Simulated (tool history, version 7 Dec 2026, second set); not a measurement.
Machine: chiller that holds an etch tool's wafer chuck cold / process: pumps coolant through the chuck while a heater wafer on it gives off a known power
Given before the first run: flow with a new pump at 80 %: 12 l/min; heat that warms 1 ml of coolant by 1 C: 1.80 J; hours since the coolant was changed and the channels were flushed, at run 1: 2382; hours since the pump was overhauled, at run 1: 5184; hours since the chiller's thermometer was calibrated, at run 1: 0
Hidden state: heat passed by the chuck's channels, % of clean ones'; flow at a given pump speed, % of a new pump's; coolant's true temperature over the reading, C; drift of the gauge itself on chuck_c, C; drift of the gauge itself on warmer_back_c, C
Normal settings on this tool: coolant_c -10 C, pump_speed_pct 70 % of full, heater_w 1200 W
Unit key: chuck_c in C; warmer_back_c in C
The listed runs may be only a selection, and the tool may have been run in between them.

run	day	coolant_c	pump_speed_pct	heater_w	hours since the coolant was changed and the channels were flushed	hours since the pump was overhauled	hours since the chiller's thermometer was calibrated	chuck_c	warmer_back_c
1	0.000	-10	70	1200	2382	5184	0	4.7	3.82
2	5.425	-10	70	1200	2513	5314	130	4.8	3.86
3	10.629	-15	70	1200	2638	5439	255	-0.4	3.81
4	15.238	-15	70	1200	2748	5550	366	-0.3	3.87
5	20.138	-15	70	950	2866	5667	483	-3.3	3.03
6	23.821	-15	70	950	2954	5755	572	-3.5	3.05
7	26.788	-13	70	1200	3025	5827	643	1.5	3.87
8	30.312	-13	70	1200	3110	5911	728	1.7	3.87
# day 33.242: coolant pump overhauled
9	34.554	-13	70	1200	3207	32	824	1.7	3.86
10	39.900	-13	70	1200	3335	160	953	1.8	3.86
11	43.225	-13	70	1200	3415	240	1032	1.8	3.84
12	48.342	-10	77	1200	3538	362	1155	3.8	3.46
13	53.696	-10	77	1200	3666	491	1284	3.9	3.47
14	57.804	-10	70	1200	3765	589	1382	4.6	3.83
15	62.621	-10	70	1200	3880	705	1498	4.5	3.90
16	67.200	-18	70	1200	3990	815	1608	-3.2	3.85
17	73.038	-10	79	1200	4130	955	1748	3.4	3.42
18	76.321	-10	88	1578	4209	1034	1827	6.4	3.90
# day 80.071: coolant changed, channels flushed
19	81.600	-5	89	672	37	1155	1947	1.7	1.70
20	84.542	-15	70	1797	107	1225	2018	7.1	5.78
21	89.125	-15	70	1797	217	1335	2128	7.1	5.74
22	94.738	-10	86	672	352	1470	2263	-2.9	1.74
23	97.296	-13	90	1098	413	1531	2324	-1.9	2.68
24	101.983	-13	90	1098	526	1644	2437	-1.8	2.69
25	105.979	-14	70	1200	622	1740	2532	0.9	3.86
26	108.879	-14	70	1200	691	1809	2602	0.6	3.84
27	112.304	-4	70	1200	774	1892	2684	10.8	3.84
28	118.300	-8	70	657	918	2035	2828	0.1	2.12
29	122.467	-19	75	812	1017	2135	2928	-9.6	2.39
30	128.629	-9	88	812	1165	2283	3076	-0.7	2.07
31	131.471	-13	62	1546	1234	2352	3144	7.8	5.61
32	135.712	-10	70	1209	1335	2453	3246	4.7	3.92
33	141.946	-9	74	1172	1485	2603	3396	4.8	3.60

Forecast each of these 3 alternatives for the next run:
A	145.554	-19	74	1172	1572	2689	3482	?	?
B	145.554	-16	70	1200	1572	2689	3482	?	?
C	145.554	-7	76	619	1572	2689	3482	?	?

run	chuck_c	warmer_back_c
A	-5.2	3.52
B	-1.4	3.85
C	0.0	1.83
The same runs, with their run-to-run variation unchanged, on a tool lacking any hidden condition would have given:
run	chuck_c	warmer_back_c
A	-5.3	3.52
B	-1.4	3.85
C	0.0	1.83
